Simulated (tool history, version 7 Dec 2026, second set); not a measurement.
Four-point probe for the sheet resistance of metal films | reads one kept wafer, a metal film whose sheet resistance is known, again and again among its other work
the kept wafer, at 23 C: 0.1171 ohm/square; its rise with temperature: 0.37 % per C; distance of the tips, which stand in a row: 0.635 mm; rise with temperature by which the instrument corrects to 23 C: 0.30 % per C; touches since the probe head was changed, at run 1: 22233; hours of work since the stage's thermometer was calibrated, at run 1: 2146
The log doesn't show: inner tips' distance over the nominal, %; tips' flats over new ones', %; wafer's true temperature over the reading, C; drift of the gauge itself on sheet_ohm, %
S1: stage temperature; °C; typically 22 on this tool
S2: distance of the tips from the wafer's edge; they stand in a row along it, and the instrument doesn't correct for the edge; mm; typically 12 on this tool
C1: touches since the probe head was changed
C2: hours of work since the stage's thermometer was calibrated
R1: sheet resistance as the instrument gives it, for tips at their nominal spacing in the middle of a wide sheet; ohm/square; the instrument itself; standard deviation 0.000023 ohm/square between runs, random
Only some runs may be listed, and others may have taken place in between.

Run 1, hour 0: usual settings; C1 22233; C2 2146. Result: R1 0.116844 ohm/square.
Run 2, hour 75.7: usual settings but S2 4 mm; C1 25522; C2 2204. Result: R1 0.118254 ohm/square.
Run 3, hour 148.6: usual settings but S2 4 mm; C1 28689; C2 2260. Result: R1 0.118254 ohm/square.
Run 4, hour 224: usual settings but S1 26 °C, S2 4 mm; C1 31967; C2 2318. Result: R1 0.118693 ohm/square.
Run 5, hour 258.9: usual settings but S1 26 °C, S2 4 mm; C1 33483; C2 2345. Result: R1 0.118665 ohm/square.
Run 6, hour 290: usual settings but S1 26 °C, S2 4 mm; C1 34836; C2 2369. Result: R1 0.118679 ohm/square.
Run 7, hour 356.9: usual settings but S1 26 °C, S2 4 mm; C1 37740; C2 2420. Result: R1 0.118702 ohm/square.
Run 8, hour 404.9: usual settings but S1 26 °C, S2 4 mm; C1 39826; C2 2457. Result: R1 0.118778 ohm/square.
Run 9, hour 442: usual settings; C1 41437; C2 2486. Result: R1 0.116967 ohm/square.
Run 10, hour 509.7: usual settings but S2 38 mm; C1 44381; C2 2538. Result: R1 0.116845 ohm/square.
Run 11, hour 585.6: usual settings but S2 38 mm; C1 47677; C2 2596. Result: R1 0.116903 ohm/square.
Run 12, hour 629.4: usual settings but S2 38 mm; C1 49582; C2 2630. Result: R1 0.116877 ohm/square.
Run 13, hour 701.8: usual settings but S2 38 mm; C1 52728; C2 2685. Result: R1 0.116929 ohm/square.
At hour 719.1: stage's thermometer calibrated.
Run 14, hour 766.7: usual settings but S2 38 mm; C1 55526; C2 37. Result: R1 0.117328 ohm/square.
Run 15, hour 820.7: usual settings; C1 57873; C2 78. Result: R1 0.11748 ohm/square.
Run 16, hour 863.3: usual settings but S2 23 mm; C1 59722; C2 111. Result: R1 0.117365 ohm/square.
Run 17, hour 928.3: usual settings but S2 23 mm; C1 62549; C2 161. Result: R1 0.117435 ohm/square.
Run 18, hour 993.4: usual settings but S2 23 mm; C1 65378; C2 211. Result: R1 0.117425 ohm/square.
Run 19, hour 1064: usual settings but S1 23 °C; C1 68446; C2 265. Result: R1 0.117645 ohm/square.
Run 20, hour 1124.8: usual settings but S1 23 °C; C1 71086; C2 312. Result: R1 0.117696 ohm/square.
Run 21, hour 1176.8: usual settings but S1 23 °C; C1 73345; C2 352. Result: R1 0.117721 ohm/square.
Run 22, hour 1234.4: usual settings but S1 31 °C, S2 7 mm; C1 75850; C2 396. Result: R1 0.118769 ohm/square.
Run 23, hour 1268.9: usual settings but S1 18 °C, S2 38 mm; C1 77347; C2 423. Result: R1 0.117155 ohm/square.
Run 24, hour 1309.1: usual settings but S1 31 °C, S2 3 mm; C1 79094; C2 454. Result: R1 0.121077 ohm/square.
Run 25, hour 1365: usual settings but S1 31 °C, S2 3 mm; C1 81523; C2 497. Result: R1 0.121106 ohm/square.
At hour 1402.2: new probe head fitted.
Run 26, hour 1439.7: usual settings but S1 34 °C, S2 6 mm; C1 1626; C2 553. Result: R1 0.118513 ohm/square.
Run 27, hour 1502: usual settings but S1 34 °C, S2 6 mm; C1 4337; C2 601. Result: R1 0.118581 ohm/square.
Run 28, hour 1544.3: usual settings but S1 34 °C, S2 8 mm; C1 6174; C2 634. Result: R1 0.118315 ohm/square.
Run 29, hour 1597.6: usual settings but S1 31 °C, S2 5 mm; C1 8491; C2 675. Result: R1 0.11868 ohm/square.
Run 30, hour 1666.6: usual settings but S1 19 °C, S2 41 mm; C1 11489; C2 728. Result: R1 0.116658 ohm/square.
Run 31, hour 1737.1: usual settings but S1 19 °C, S2 41 mm; C1 14551; C2 782. Result: R1 0.116622 ohm/square.
Run 32, hour 1788.9: usual settings but S1 33 °C, S2 6 mm; C1 16802; C2 822. Result: R1 0.1186 ohm/square.
Run 33, hour 1842.8: usual settings but S1 20 °C, S2 3 mm; C1 19144; C2 864. Result: R1 0.119551 ohm/square.
Run 34, hour 1893.5: usual settings but S1 27 °C, S2 4 mm; C1 21346; C2 902. Result: R1 0.11905 ohm/square.
Run 35, hour 1967.2: usual settings but S1 25 °C, S2 6 mm; C1 24550; C2 959. Result: R1 0.117996 ohm/square.

Forecast each of these 3 alternatives for the next run:
Run A, hour 1997.8: usual settings but S1 33 °C, S2 6 mm; C1 25877; C2 983. Result: R1 ?.
Run B, hour 1997.8: usual settings but S1 35 °C, S2 51 mm; C1 25877; C2 983. Result: R1 ?.
Run C, hour 1997.8: usual settings but S1 27 °C, S2 9 mm; C1 25877; C2 983. Result: R1 ?.

run        R1
  A  0.118671
  B  0.118137
  C  0.117738
Had the tool no hidden state, the same runs would have come out as:
run        R1
  A  0.118667
  B  0.118131
  C  0.117736
